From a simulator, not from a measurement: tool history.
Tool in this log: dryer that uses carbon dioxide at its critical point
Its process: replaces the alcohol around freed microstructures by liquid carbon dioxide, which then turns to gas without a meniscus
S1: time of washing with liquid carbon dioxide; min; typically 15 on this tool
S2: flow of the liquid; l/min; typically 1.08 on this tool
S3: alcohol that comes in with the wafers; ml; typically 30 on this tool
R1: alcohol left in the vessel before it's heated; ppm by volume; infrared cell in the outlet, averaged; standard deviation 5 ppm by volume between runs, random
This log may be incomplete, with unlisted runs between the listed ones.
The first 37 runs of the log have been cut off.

Run 38, hour 235.3: usual settings but S2 1.47 l/min, S3 50 ml. Result: R1 57 ppm by volume.
Run 39, hour 240: usual settings but S3 50 ml. Result: R1 85 ppm by volume.
Run 40, hour 247.9: usual settings but S1 19 min, S2 0.84 l/min, S3 68 ml. Result: R1 104 ppm by volume.
Run 41, hour 257: usual settings but S1 12 min, S2 0.72 l/min, S3 41 ml. Result: R1 731 ppm by volume.
Run 42, hour 262: usual settings but S2 1.34 l/min. Result: R1 55 ppm by volume.
Run 43, hour 267.1: usual settings but S2 1.34 l/min, S3 29 ml. Result: R1 57 ppm by volume.
Run 44, hour 275.9: usual settings but S2 1.73 l/min, S3 29 ml. Result: R1 59 ppm by volume.
Run 45, hour 284.2: usual settings but S1 12 min, S2 1.73 l/min, S3 29 ml. Result: R1 64 ppm by volume.

Each row is a separate what-if for the run after 45, all from the same tool condition, not one after another. Results?
Run A, hour 288.3: usual settings but S2 1.07 l/min. Result: R1 ?.
Run B, hour 288.3: usual settings but S1 17 min, S2 1.15 l/min, S3 26 ml. Result: R1 ?.
Run C, hour 288.3: usual settings but S2 1.12 l/min. Result: R1 ?.
Run D, hour 288.3: usual settings but S1 12 min, S2 1.73 l/min, S3 61 ml. Result: R1 ?.

run  R1
  A  87
  B  68
  C  80
  D  64
What these runs would have given with no unlogged condition in the tool:
run  R1
  A  23
  B  12
  C  19
  D   7
